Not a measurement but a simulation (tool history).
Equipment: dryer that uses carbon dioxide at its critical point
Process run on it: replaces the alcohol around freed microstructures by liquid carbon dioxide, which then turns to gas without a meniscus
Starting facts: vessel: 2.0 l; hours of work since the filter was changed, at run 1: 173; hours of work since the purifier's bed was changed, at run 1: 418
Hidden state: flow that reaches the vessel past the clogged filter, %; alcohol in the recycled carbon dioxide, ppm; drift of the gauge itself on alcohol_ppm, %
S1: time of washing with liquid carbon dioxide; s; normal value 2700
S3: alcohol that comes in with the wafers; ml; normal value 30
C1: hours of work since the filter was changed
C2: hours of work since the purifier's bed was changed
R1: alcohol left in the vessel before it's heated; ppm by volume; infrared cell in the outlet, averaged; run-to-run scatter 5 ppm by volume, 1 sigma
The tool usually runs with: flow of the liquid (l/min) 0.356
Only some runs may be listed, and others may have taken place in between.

Run 1, hour 0.0: usual settings; C1 173; C2 418. Result: R1 110 ppm by volume.
Run 2, hour 12.6: usual settings; C1 178; C2 424. Result: R1 105 ppm by volume.
Run 3, hour 28.4: usual settings; C1 185; C2 430. Result: R1 101 ppm by volume.
Run 4, hour 46.9: usual settings; C1 193; C2 438. Result: R1 111 ppm by volume.
Run 5, hour 71.1: usual settings but S1 2640 s; C1 203; C2 449. Result: R1 117 ppm by volume.
Run 6, hour 96.6: usual settings but S1 2640 s; C1 214; C2 460. Result: R1 114 ppm by volume.
Run 7, hour 117.4: usual settings but S1 2580 s; C1 223; C2 469. Result: R1 132 ppm by volume.
Run 8, hour 132.1: usual settings but S1 2580 s; C1 229; C2 475. Result: R1 122 ppm by volume.
Run 9, hour 146.1: usual settings but S1 2580 s; C1 235; C2 481. Result: R1 137 ppm by volume.
Run 10, hour 171.5: usual settings but S1 2580 s; C1 246; C2 492. Result: R1 136 ppm by volume.
Run 11, hour 187.9: usual settings but S1 2580 s; C1 253; C2 499. Result: R1 128 ppm by volume.
Run 12, hour 202.5: usual settings but S1 3120 s; C1 259; C2 505. Result: R1 83 ppm by volume.
Run 13, hour 213.0: usual settings but S3 64 ml; C1 264; C2 509. Result: R1 176 ppm by volume.
Run 14, hour 224.3: usual settings but S3 64 ml; C1 269; C2 514. Result: R1 174 ppm by volume.
Run 15, hour 245.9: usual settings but S3 64 ml; C1 278; C2 524. Result: R1 185 ppm by volume.
Run 16, hour 269.9: usual settings; C1 288; C2 534. Result: R1 122 ppm by volume.
Run 17, hour 282.8: usual settings but S3 44 ml; C1 294; C2 539. Result: R1 144 ppm by volume.
Run 18, hour 295.9: usual settings but S3 44 ml; C1 299; C2 545. Result: R1 152 ppm by volume.
Run 19, hour 318.5: usual settings but S3 44 ml; C1 309; C2 555. Result: R1 144 ppm by volume.
Run 20, hour 340.4: usual settings but S3 44 ml; C1 318; C2 564. Result: R1 142 ppm by volume.
Run 21, hour 363.0: usual settings but S3 20 ml; C1 328; C2 574. Result: R1 109 ppm by volume.
Run 22, hour 376.3: usual settings but S3 20 ml; C1 334; C2 579. Result: R1 115 ppm by volume.
Run 23, hour 401.9: usual settings; C1 345; C2 590. Result: R1 133 ppm by volume.
Run 24, hour 421.1: usual settings; C1 353; C2 599. Result: R1 143 ppm by volume.
Run 25, hour 434.7: usual settings but S1 3480 s, flow of the liquid (l/min) 0.513; C1 359; C2 604. Result: R1 76 ppm by volume.
Run 26, hour 446.1: usual settings but S1 3480 s, flow of the liquid (l/min) 0.513; C1 364; C2 609. Result: R1 76 ppm by volume.
Run 27, hour 465.0: usual settings but S1 3480 s, flow of the liquid (l/min) 0.513; C1 372; C2 617. Result: R1 80 ppm by volume.
Run 28, hour 481.5: usual settings but S1 2580 s, flow of the liquid (l/min) 0.419, S3 111 ml; C1 379; C2 624. Result: R1 196 ppm by volume.
Run 29, hour 501.4: usual settings but S1 2580 s, flow of the liquid (l/min) 0.419, S3 111 ml; C1 387; C2 633. Result: R1 195 ppm by volume.
Run 30, hour 518.9: usual settings but flow of the liquid (l/min) 0.270, S3 78 ml; C1 395; C2 640. Result: R1 695 ppm by volume.
Run 31, hour 536.8: usual settings but S1 1800 s; C1 403; C2 648. Result: R1 479 ppm by volume.
Run 32, hour 555.6: usual settings but S1 1800 s, flow of the liquid (l/min) 0.266; C1 411; C2 656. Result: R1 1080 ppm by volume.
Run 33, hour 579.3: usual settings but S1 1800 s, flow of the liquid (l/min) 0.266; C1 421; C2 666. Result: R1 1079 ppm by volume.
Run 34, hour 602.7: usual settings but S1 1800 s, flow of the liquid (l/min) 0.427, S3 113 ml; C1 431; C2 676. Result: R1 837 ppm by volume.
Run 35, hour 617.6: usual settings but S1 3120 s, flow of the liquid (l/min) 0.427, S3 113 ml; C1 437; C2 683. Result: R1 119 ppm by volume.
Run 36, hour 638.6: usual settings but S1 3120 s, flow of the liquid (l/min) 0.568, S3 113 ml; C1 446; C2 692. Result: R1 94 ppm by volume.
Run 37, hour 655.2: usual settings but S1 2160 s, flow of the liquid (l/min) 0.543, S3 24 ml; C1 453; C2 699. Result: R1 97 ppm by volume.
Run 38, hour 676.3: usual settings but S1 2280 s, S3 117 ml; C1 462; C2 708. Result: R1 716 ppm by volume.
Run 39, hour 697.7: usual settings but S1 2280 s, S3 55 ml; C1 471; C2 717. Result: R1 390 ppm by volume.
Run 40, hour 721.5: usual settings but S1 2280 s, S3 55 ml; C1 482; C2 727. Result: R1 391 ppm by volume.
Run 41, hour 737.6: usual settings but S1 3420 s, flow of the liquid (l/min) 0.458, S3 32 ml; C1 489; C2 734. Result: R1 99 ppm by volume.
Run 42, hour 758.1: usual settings but flow of the liquid (l/min) 0.242, S3 88 ml; C1 497; C2 743. Result: R1 1271 ppm by volume.
Run 43, hour 778.3: usual settings but flow of the liquid (l/min) 0.456, S3 69 ml; C1 506; C2 752. Result: R1 130 ppm by volume.
Run 44, hour 794.6: usual settings but S1 2760 s, S3 88 ml; C1 513; C2 759. Result: R1 297 ppm by volume.
Run 45, hour 805.4: usual settings but flow of the liquid (l/min) 0.303, S3 26 ml; C1 518; C2 763. Result: R1 244 ppm by volume.
Run 46, hour 828.8: usual settings but flow of the liquid (l/min) 0.548, S3 26 ml; C1 528; C2 773. Result: R1 97 ppm by volume.
Run 47, hour 839.8: usual settings but flow of the liquid (l/min) 0.375; C1 532; C2 778. Result: R1 159 ppm by volume.

Alternative continuations, all from the tool just after run 47; predict every row:
Run A, hour 850.5: usual settings but S3 54 ml; C1 537; C2 782. Result: R1 ?.
Run B, hour 850.5: usual settings but S1 2280 s, flow of the liquid (l/min) 0.475; C1 537; C2 782. Result: R1 ?.
Run C, hour 850.5: usual settings but S1 1920 s, S3 33 ml; C1 537; C2 782. Result: R1 ?.
Run D, hour 850.5: usual settings but S3 28 ml; C1 537; C2 782. Result: R1 ?.

run   R1
  A  244
  B  141
  C  495
  D  166
Take away the tool's hidden state, keep each run's random variation, and the runs would have read:
run   R1
  A   74
  B   25
  C  234
  D   35
